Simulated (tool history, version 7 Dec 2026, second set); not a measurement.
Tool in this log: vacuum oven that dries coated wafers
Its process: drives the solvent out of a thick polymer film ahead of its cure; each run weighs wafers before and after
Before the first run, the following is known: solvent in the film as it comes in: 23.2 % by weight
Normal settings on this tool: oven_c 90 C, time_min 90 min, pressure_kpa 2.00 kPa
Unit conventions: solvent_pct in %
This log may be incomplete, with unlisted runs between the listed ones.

run	hour	oven_c	time_min	pressure_kpa	solvent_pct
1	0.0	90	90	2.00	4.46
2	23.2	90	90	2.00	4.41
3	54.4	90	90	2.00	4.44
4	83.8	90	90	2.00	4.38
5	106.2	90	90	2.00	4.32
6	156.2	97	90	2.00	2.67
7	183.9	97	90	2.00	2.71
8	220.3	90	90	2.00	4.35
9	266.1	90	90	2.00	4.26
10	303.9	79	90	2.00	7.61
11	355.8	90	91	2.00	4.20
12	401.7	76	91	2.00	8.34
13	452.1	90	90	1.12	3.92
14	476.4	90	90	1.12	3.90
15	501.0	84	84	1.99	6.39
16	549.1	104	90	1.25	1.24
17	589.7	90	66	6.96	7.76
18	614.0	90	66	1.77	6.02
19	638.4	90	66	1.77	5.95
20	666.9	91	66	1.31	5.58
21	703.6	90	57	6.75	8.36
22	747.8	103	90	2.40	1.65
23	773.0	97	90	3.73	3.07
24	796.3	85	67	2.07	7.46
25	823.5	85	67	2.07	7.37
26	875.3	84	90	3.35	6.30
27	907.6	84	90	3.35	6.29
28	951.2	84	90	3.35	6.20

Table of differences, measured result less the result of that run with no hidden state. Run-to-run variation is the same in both. Gauge scatter possibly is not:
Hidden conditions of the tool in this case: true wafer temperature over the reading, C; true pressure over the reading, kPa; drift of the gauge itself on solvent_pct, %.
run	solvent_pct
1	-0.20
2	-0.21
3	-0.22
4	-0.23
5	-0.24
6	-0.19
7	-0.20
8	-0.29
9	-0.31
10	-0.38
11	-0.33
12	-0.43
13	-0.37
14	-0.37
15	-0.47
16	-0.18
17	-0.56
18	-0.51
19	-0.51
20	-0.52
21	-0.62
22	-0.26
23	-0.41
24	-0.62
25	-0.63
26	-0.67
27	-0.68
28	-0.70

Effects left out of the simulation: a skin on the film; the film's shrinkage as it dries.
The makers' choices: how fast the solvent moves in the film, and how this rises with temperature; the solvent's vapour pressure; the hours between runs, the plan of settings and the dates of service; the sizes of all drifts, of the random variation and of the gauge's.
